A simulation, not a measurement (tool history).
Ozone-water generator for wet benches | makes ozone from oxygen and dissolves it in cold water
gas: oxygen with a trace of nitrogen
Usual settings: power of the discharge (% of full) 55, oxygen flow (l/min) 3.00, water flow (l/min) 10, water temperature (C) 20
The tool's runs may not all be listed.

| run | hour | power of the discharge (% of full) | oxygen flow (l/min) | water flow (l/min) | water temperature (C) | dissolved ozone (ppm) | ozone in the gas ahead of the water (g/m3) |
|---|---|---|---|---|---|---|---|
| 1 | 0.0 | 55 | 3.00 | 10 | 20 | 19.2 | 217.8 |
| 2 | 20.4 | 55 | 3.00 | 10 | 20 | 19.5 | 217.2 |
| 3 | 40.1 | 55 | 3.00 | 10 | 20 | 19.5 | 214.6 |
| 4 | 66.0 | 55 | 3.28 | 10 | 20 | 19.4 | 207.2 |
| 5 | 96.8 | 55 | 3.00 | 10 | 20 | 19.4 | 215.0 |
| 6 | 117.3 | 55 | 3.00 | 10 | 20 | 19.5 | 218.3 |
| 7 | 140.6 | 55 | 3.00 | 10 | 20 | 19.4 | 216.1 |
| 8 | 163.3 | 55 | 3.00 | 10 | 20 | 19.4 | 218.9 |
| 9 | 195.8 | 55 | 3.00 | 10 | 20 | 19.4 | 217.3 |
| 10 | 209.5 | 55 | 3.00 | 8 | 20 | 23.3 | 215.8 |
| 11 | 239.5 | 55 | 3.34 | 8 | 20 | 23.3 | 204.1 |
| 12 | 271.6 | 55 | 3.00 | 10 | 27 | 17.2 | 216.9 |
| 13 | 294.1 | 55 | 3.00 | 10 | 20 | 19.6 | 217.4 |
| 14 | 312.2 | 81 | 3.00 | 10 | 20 | 25.2 | 280.0 |
| 15 | 342.9 | 55 | 3.00 | 10 | 20 | 19.2 | 217.5 |
| 16 | 371.2 | 55 | 4.29 | 10 | 20 | 18.7 | 178.1 |
| 17 | 387.0 | 55 | 4.29 | 10 | 20 | 18.9 | 176.6 |
| 18 | 411.7 | 55 | 4.29 | 10 | 20 | 18.5 | 177.3 |
| 19 | 427.8 | 76 | 3.24 | 11 | 20 | 21.8 | 257.8 |
| 20 | 447.1 | 76 | 3.24 | 11 | 20 | 21.7 | 260.6 |
| 21 | 477.1 | 75 | 3.00 | 10 | 15 | 25.7 | 266.8 |
| 22 | 499.7 | 75 | 3.00 | 10 | 15 | 25.7 | 263.2 |
| 23 | 529.1 | 55 | 3.00 | 10 | 19 | 19.5 | 216.1 |
| 24 | 555.4 | 55 | 3.00 | 10 | 19 | 19.3 | 214.9 |
| 25 | 576.1 | 55 | 3.00 | 10 | 19 | 19.4 | 215.9 |
| 26 | 597.8 | 52 | 3.00 | 12 | 20 | 15.3 | 206.8 |
| 27 | 612.3 | 52 | 3.00 | 12 | 20 | 15.6 | 208.3 |
| 28 | 631.4 | 55 | 2.76 | 10 | 28 | 17.0 | 228.2 |
| 29 | 649.8 | 55 | 4.04 | 8 | 20 | 22.3 | 182.8 |
| 30 | 675.8 | 55 | 4.04 | 8 | 20 | 22.2 | 182.8 |
| 31 | 698.7 | 85 | 3.00 | 14 | 20 | 18.5 | 285.9 |
| 32 | 712.6 | 56 | 1.86 | 7 | 24 | 25.7 | 283.5 |
| 33 | 729.7 | 85 | 3.59 | 15 | 14 | 18.9 | 261.6 |
| 34 | 759.1 | 55 | 3.00 | 10 | 20 | 19.1 | 217.5 |

Measured less the same run without the tool's hidden state. The same run-to-run variation is in both; the gauge's scatter may not be:
The hidden state here: yield of the discharge, % of new electrodes'; contactor's efficiency, % of a clean one's; true water temperature over the reading, C; drift of the gauge itself on ozone_ppm, %; drift of the gauge itself on gas_g_m3, %.
| run | dissolved ozone (ppm) | ozone in the gas ahead of the water (g/m3) |
|---|---|---|
| 1 | -0.7 | -3.0 |
| 2 | -0.7 | -3.0 |
| 3 | -0.7 | -3.0 |
| 4 | -0.7 | -3.0 |
| 5 | -0.7 | -3.2 |
| 6 | -0.7 | -3.3 |
| 7 | -0.7 | -3.2 |
| 8 | -0.8 | -3.4 |
| 9 | -0.8 | -3.4 |
| 10 | -0.9 | -3.5 |
| 11 | -1.0 | -3.3 |
| 12 | -0.7 | -3.6 |
| 13 | -0.9 | -3.7 |
| 14 | -1.2 | -6.3 |
| 15 | -0.9 | -3.8 |
| 16 | -0.8 | -3.2 |
| 17 | -0.9 | -3.2 |
| 18 | -0.8 | -3.2 |
| 19 | -1.2 | -6.0 |
| 20 | -1.1 | -6.1 |
| 21 | -1.4 | -6.4 |
| 22 | -1.4 | -6.4 |
| 23 | -0.9 | -4.2 |
| 24 | -1.0 | -4.3 |
| 25 | -1.0 | -4.4 |
| 26 | -0.8 | -4.1 |
| 27 | -0.8 | -4.1 |
| 28 | -0.8 | -4.8 |
| 29 | -1.1 | -3.9 |
| 30 | -1.1 | -3.9 |
| 31 | -1.2 | -8.4 |
| 32 | -1.3 | -6.2 |
| 33 | -1.2 | -7.7 |
| 34 | -1.0 | -4.9 |
